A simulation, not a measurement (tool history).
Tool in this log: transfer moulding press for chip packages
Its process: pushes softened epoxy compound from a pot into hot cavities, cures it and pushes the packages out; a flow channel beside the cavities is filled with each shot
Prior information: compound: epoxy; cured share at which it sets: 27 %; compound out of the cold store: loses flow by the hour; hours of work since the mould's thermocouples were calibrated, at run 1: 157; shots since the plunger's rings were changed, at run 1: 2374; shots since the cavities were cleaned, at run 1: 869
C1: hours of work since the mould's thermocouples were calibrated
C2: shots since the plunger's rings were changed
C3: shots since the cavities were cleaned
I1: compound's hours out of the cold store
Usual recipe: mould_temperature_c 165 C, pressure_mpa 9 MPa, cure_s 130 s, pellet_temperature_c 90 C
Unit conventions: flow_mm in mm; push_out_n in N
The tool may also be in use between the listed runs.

Run 1, hour 0: usual settings; C1 157; C2 2374; C3 869; I1 39.1. Result: flow_mm 566 mm, push_out_n 280 N.
At hour 10.9: cavities cleaned with cleaning compound and waxed.
At hour 51.6: plunger's sealing rings changed.
Run 2, hour 61.7: usual settings but pellet_temperature_c 96 C; C1 202; C2 106; C3 506; I1 14.5. Result: flow_mm 657 mm, push_out_n 275 N.
At hour 107.5: cavities cleaned with cleaning compound and waxed.
Run 3, hour 118.5: usual settings but pellet_temperature_c 96 C; C1 245; C2 687; C3 116; I1 29.6. Result: flow_mm 605 mm, push_out_n 222 N.
Run 4, hour 168: usual settings but pellet_temperature_c 96 C; C1 283; C2 1205; C3 634; I1 41.1. Result: flow_mm 563 mm, push_out_n 262 N.
At hour 202.8: cavities cleaned with cleaning compound and waxed.
Run 5, hour 236.9: usual settings but pellet_temperature_c 96 C; C1 335; C2 1912; C3 357; I1 15.9. Result: flow_mm 640 mm, push_out_n 253 N.
Run 6, hour 285.6: usual settings but pellet_temperature_c 96 C; C1 373; C2 2423; C3 868; I1 33.5. Result: flow_mm 582 mm, push_out_n 277 N.
At hour 301: cavities cleaned with cleaning compound and waxed.
At hour 329.4: plunger's sealing rings changed.
Run 7, hour 357.5: usual settings but pellet_temperature_c 96 C; C1 425; C2 295; C3 565; I1 28.5. Result: flow_mm 610 mm, push_out_n 271 N.
Run 8, hour 388.7: usual settings but pellet_temperature_c 96 C; C1 450; C2 623; C3 893; I1 13.1. Result: flow_mm 656 mm, push_out_n 286 N.
At hour 401.5: cavities cleaned with cleaning compound and waxed.
Run 9, hour 453.4: usual settings but pressure_mpa 10.69 MPa; C1 498; C2 1285; C3 544; I1 29.2. Result: flow_mm 654 mm, push_out_n 260 N.
At hour 497.8: cavities cleaned with cleaning compound and waxed.
Run 10, hour 514.1: usual settings but pressure_mpa 10.69 MPa; C1 544; C2 1906; C3 172; I1 31. Result: flow_mm 643 mm, push_out_n 241 N.
Run 11, hour 552.6: usual settings but mould_temperature_c 164 C; C1 574; C2 2309; C3 575; I1 36.7. Result: flow_mm 576 mm, push_out_n 285 N.
At hour 591.4: cavities cleaned with cleaning compound and waxed.
At hour 606.9: plunger's sealing rings changed.
Run 12, hour 614.5: usual settings but mould_temperature_c 164 C, cure_s 129 s; C1 619; C2 80; C3 217; I1 30.8. Result: flow_mm 601 mm, push_out_n 225 N.
At hour 651: mould's thermocouples calibrated.
At hour 689.5: cavities cleaned with cleaning compound and waxed.
Run 13, hour 689.5: usual settings but mould_temperature_c 164 C, cure_s 129 s; C1 29; C2 828; C3 0; I1 25.4. Result: flow_mm 620 mm, push_out_n 204 N.
Run 14, hour 730: usual settings but mould_temperature_c 164 C, cure_s 129 s; C1 60; C2 1253; C3 425; I1 38.6. Result: flow_mm 567 mm, push_out_n 267 N.
Run 15, hour 771.4: usual settings but mould_temperature_c 164 C, pressure_mpa 7.84 MPa, cure_s 121 s, pellet_temperature_c 93 C; C1 92; C2 1687; C3 859; I1 16.9. Result: flow_mm 601 mm, push_out_n 307 N.
At hour 785.8: cavities cleaned with cleaning compound and waxed.
Run 16, hour 840.1: usual settings but pressure_mpa 7.84 MPa, cure_s 156 s, pellet_temperature_c 81 C; C1 144; C2 2392; C3 570; I1 31. Result: flow_mm 554 mm, push_out_n 258 N.
At hour 881.1: cavities cleaned with cleaning compound and waxed.
At hour 889: plunger's sealing rings changed.
Run 17, hour 893.1: usual settings but pressure_mpa 10.85 MPa, cure_s 156 s, pellet_temperature_c 81 C; C1 182; C2 43; C3 99; I1 40. Result: flow_mm 632 mm, push_out_n 206 N.
Run 18, hour 958.7: usual settings but pressure_mpa 10.85 MPa, cure_s 137 s, pellet_temperature_c 82 C; C1 233; C2 731; C3 787; I1 41.2. Result: flow_mm 623 mm, push_out_n 286 N.
At hour 979.1: cavities cleaned with cleaning compound and waxed.
Run 19, hour 1022.3: usual settings but mould_temperature_c 158 C, pressure_mpa 10.85 MPa, cure_s 117 s, pellet_temperature_c 95 C; C1 281; C2 1382; C3 453; I1 29.5. Result: flow_mm 671 mm, push_out_n 418 N.
At hour 1072.8: cavities cleaned with cleaning compound and waxed.
Run 20, hour 1090.7: usual settings but mould_temperature_c 169 C, pressure_mpa 6.8 MPa, cure_s 127 s, pellet_temperature_c 83 C; C1 332; C2 2084; C3 188; I1 10.2. Result: flow_mm 571 mm, push_out_n 220 N.
Run 21, hour 1146.7: usual settings but mould_temperature_c 160 C, cure_s 140 s; C1 376; C2 2671; C3 775; I1 36. Result: flow_mm 582 mm, push_out_n 304 N.
At hour 1164.4: plunger's sealing rings changed.
At hour 1171: cavities cleaned with cleaning compound and waxed.
Run 22, hour 1222.3: usual settings but pressure_mpa 8.16 MPa, cure_s 164 s; C1 431; C2 591; C3 538; I1 25. Result: flow_mm 588 mm, push_out_n 262 N.
At hour 1266.6: cavities cleaned with cleaning compound and waxed.
Run 23, hour 1270.1: usual settings but mould_temperature_c 164 C, pressure_mpa 10.56 MPa, cure_s 154 s, pellet_temperature_c 97 C; C1 467; C2 1076; C3 36; I1 43.4. Result: flow_mm 606 mm, push_out_n 193 N.
Run 24, hour 1319: usual settings but mould_temperature_c 164 C; C1 505; C2 1589; C3 549; I1 12.6. Result: flow_mm 660 mm, push_out_n 268 N.
At hour 1360.1: cavities cleaned with cleaning compound and waxed.
Run 25, hour 1360.1: usual settings but mould_temperature_c 164 C, pressure_mpa 8.75 MPa, cure_s 167 s; C1 535; C2 2004; C3 0; I1 36.6. Result: flow_mm 571 mm, push_out_n 189 N.
Run 26, hour 1418.5: usual settings but mould_temperature_c 164 C, pressure_mpa 8.75 MPa, cure_s 167 s; C1 581; C2 2617; C3 613; I1 28.7. Result: flow_mm 581 mm, push_out_n 249 N.
At hour 1441.7: plunger's sealing rings changed.
At hour 1456: cavities cleaned with cleaning compound and waxed.
Run 27, hour 1493.4: usual settings but pressure_mpa 7.67 MPa, cure_s 137 s; C1 635; C2 526; C3 392; I1 14.8. Result: flow_mm 604 mm, push_out_n 248 N.

Forecast each of these 3 alternatives for the next run:
At hour 1506.9: mould's thermocouples calibrated.
Run A, hour 1532.2: usual settings but pressure_mpa 10.89 MPa, cure_s 137 s, pellet_temperature_c 93 C; C1 20; C2 912; C3 778; I1 39.2. Result: flow_mm ?, push_out_n ?.
At hour 1506.9: mould's thermocouples calibrated.
Run B, hour 1532.2: usual settings but pressure_mpa 7.27 MPa, cure_s 118 s; C1 20; C2 912; C3 778; I1 12.1. Result: flow_mm ?, push_out_n ?.
At hour 1506.9: mould's thermocouples calibrated.
Run C, hour 1532.2: usual settings but pressure_mpa 8.53 MPa; C1 20; C2 912; C3 778; I1 21.6. Result: flow_mm ?, push_out_n ?.

run  flow_mm  push_out_n
  A      635         288
  B      591         313
  C      618         289
Take away the tool's hidden state, keep each run's random variation, and the runs would have read:
run  flow_mm  push_out_n
  A      640         205
  B      596         219
  C      623         203

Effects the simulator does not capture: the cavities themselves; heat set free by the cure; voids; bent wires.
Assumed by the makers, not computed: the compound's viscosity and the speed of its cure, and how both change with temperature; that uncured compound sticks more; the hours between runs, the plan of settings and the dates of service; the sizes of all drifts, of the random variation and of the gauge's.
